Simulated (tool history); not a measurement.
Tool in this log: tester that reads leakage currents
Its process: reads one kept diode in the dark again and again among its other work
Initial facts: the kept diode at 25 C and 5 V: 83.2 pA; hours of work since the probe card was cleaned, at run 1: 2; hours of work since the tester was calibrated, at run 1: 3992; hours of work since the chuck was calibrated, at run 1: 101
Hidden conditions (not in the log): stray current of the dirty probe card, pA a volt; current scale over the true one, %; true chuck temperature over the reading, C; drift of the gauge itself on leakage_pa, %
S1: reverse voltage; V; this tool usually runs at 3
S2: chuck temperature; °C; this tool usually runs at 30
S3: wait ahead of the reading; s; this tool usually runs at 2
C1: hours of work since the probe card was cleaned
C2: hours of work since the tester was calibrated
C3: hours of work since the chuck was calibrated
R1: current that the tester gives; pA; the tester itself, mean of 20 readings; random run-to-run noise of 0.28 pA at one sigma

| run | hour | S1 | S2 | S3 | C1 | C2 | C3 | R1 |
|---|---|---|---|---|---|---|---|---|
| 1 | 0 | 3 | 30 | 2 | 2 | 3992 | 101 | 89.39 |
| 2 | 144.2 | 3 | 30 | 2 | 114 | 4104 | 213 | 88.88 |
| 3 | 233.7 | 3 | 30 | 2 | 183 | 4174 | 282 | 88.7 |
| 4 | 330.4 | 3 | 30 | 2 | 258 | 4248 | 357 | 88.87 |
| 5 | 436.8 | 3 | 30 | 2 | 341 | 4331 | 440 | 89.06 |
| 6 | 554.1 | 3 | 30 | 0.35 | 432 | 4422 | 530 | 90.28 |
| 7 | 664.7 | 3 | 30 | 0.35 | 517 | 4508 | 616 | 89.84 |
| 8 | 733.9 | 3 | 30 | 0.35 | 571 | 4561 | 670 | 89.92 |
| 9 | 879.5 | 3 | 30 | 0.35 | 684 | 4674 | 783 | 90.27 |
| 10 | 984.7 | 3 | 30 | 2 | 765 | 4756 | 864 | 88.34 |
| 11 | 1098.2 | 17.01 | 30 | 2 | 853 | 4844 | 952 | 222.05 |
| 12 | 1239 | 3 | 30 | 2 | 963 | 4953 | 1061 | 88.48 |
| 13 | 1384.6 | 3 | 30 | 2 | 1075 | 5066 | 1174 | 88.23 |
| 14 | 1495.5 | 3 | 30 | 2 | 1161 | 5152 | 1260 | 88.33 |
| 15 | 1615 | 3 | 30 | 2 | 1254 | 5244 | 1353 | 88 |
| 16 | 1724.9 | 3 | 30 | 2 | 1339 | 5329 | 1438 | 87.81 |
| 17 | 1819.5 | 3 | 30 | 2 | 1412 | 5403 | 1511 | 87.68 |
| 18 | 1909.5 | 3 | 30 | 2 | 1482 | 5472 | 1581 | 87.79 |
| 19 | 2018.9 | 3 | 30 | 2 | 1567 | 5557 | 1666 | 87.37 |
| 20 | 2123.9 | 3 | 30 | 2 | 1648 | 5639 | 1747 | 87.9 |
| 21 | 2270.6 | 3 | 30 | 2 | 1762 | 5752 | 1861 | 87.46 |
| 22 | 2343.5 | 3 | 57 | 1.26 | 1819 | 5809 | 1917 | 470.68 |
|  | 2408.5 | tester calibrated |
|  | 2463.5 | probe card cleaned and baked |
| 23 | 2464.4 | 3 | 29 | 5.85 | 1 | 41 | 2007 | 77.22 |
| 24 | 2595.5 | 7.74 | 40 | 2 | 102 | 143 | 2109 | 267.11 |
| 25 | 2669.5 | 18.94 | 31 | 2 | 160 | 200 | 2166 | 229.8 |
| 26 | 2740.8 | 18.94 | 31 | 2 | 215 | 255 | 2221 | 231.89 |
| 27 | 2817.8 | 18.94 | 31 | 2 | 275 | 315 | 2281 | 231.15 |
| 28 | 2934.2 | 18.33 | 43 | 3.94 | 365 | 405 | 2371 | 500 |
|  | 2965.9 | chuck's temperature calibrated |
| 29 | 3074.1 | 6.2 | 58 | 3.94 | 472 | 512 | 84 | 798.33 |
| 30 | 3188.5 | 8.41 | 30 | 0.77 | 560 | 601 | 173 | 163.12 |
| 31 | 3250 | 8.41 | 52 | 0.77 | 608 | 648 | 220 | 656.97 |
| 32 | 3388.6 | 3 | 36 | 2.77 | 715 | 756 | 328 | 140.67 |
| 33 | 3524.9 | 6.86 | 36 | 4.4 | 821 | 861 | 433 | 214.5 |
| 34 | 3661.9 | 6.86 | 36 | 4.4 | 927 | 968 | 540 | 215.12 |
| 35 | 3779.7 | 6.86 | 49 | 1.09 | 1019 | 1059 | 631 | 486.55 |
| 36 | 3856.7 | 13.67 | 57 | 2.74 | 1078 | 1119 | 690 | 1110.39 |
| 37 | 3955.2 | 13.67 | 57 | 2.74 | 1155 | 1195 | 767 | 1117.64 |
| 38 | 4027.4 | 7.81 | 41 | 2.74 | 1211 | 1251 | 823 | 316.46 |
| 39 | 4144.6 | 7.81 | 38 | 7.48 | 1301 | 1342 | 914 | 261.35 |
| 40 | 4221.1 | 19.61 | 50 | 2.31 | 1361 | 1401 | 973 | 883.64 |

What if the next run were any one of these 3? Each begins from the tool's condition after run 40:
| A | 4339 | 19.61 | 50 | 0.44 | 1452 | 1492 | 1064 | ? |
| B | 4339 | 19.61 | 58 | 7.2 | 1452 | 1492 | 1064 | ? |
| C | 4339 | 3 | 32 | 4.47 | 1452 | 1492 | 1064 | ? |

| run | R1 |
|---|---|
| A | 887.83 |
| B | 1403.59 |
| C | 106.67 |
With no hidden state in the tool, these same runs would have given:
| run | R1 |
|---|---|
| A | 885.05 |
| B | 1417.72 |
| C | 105.61 |
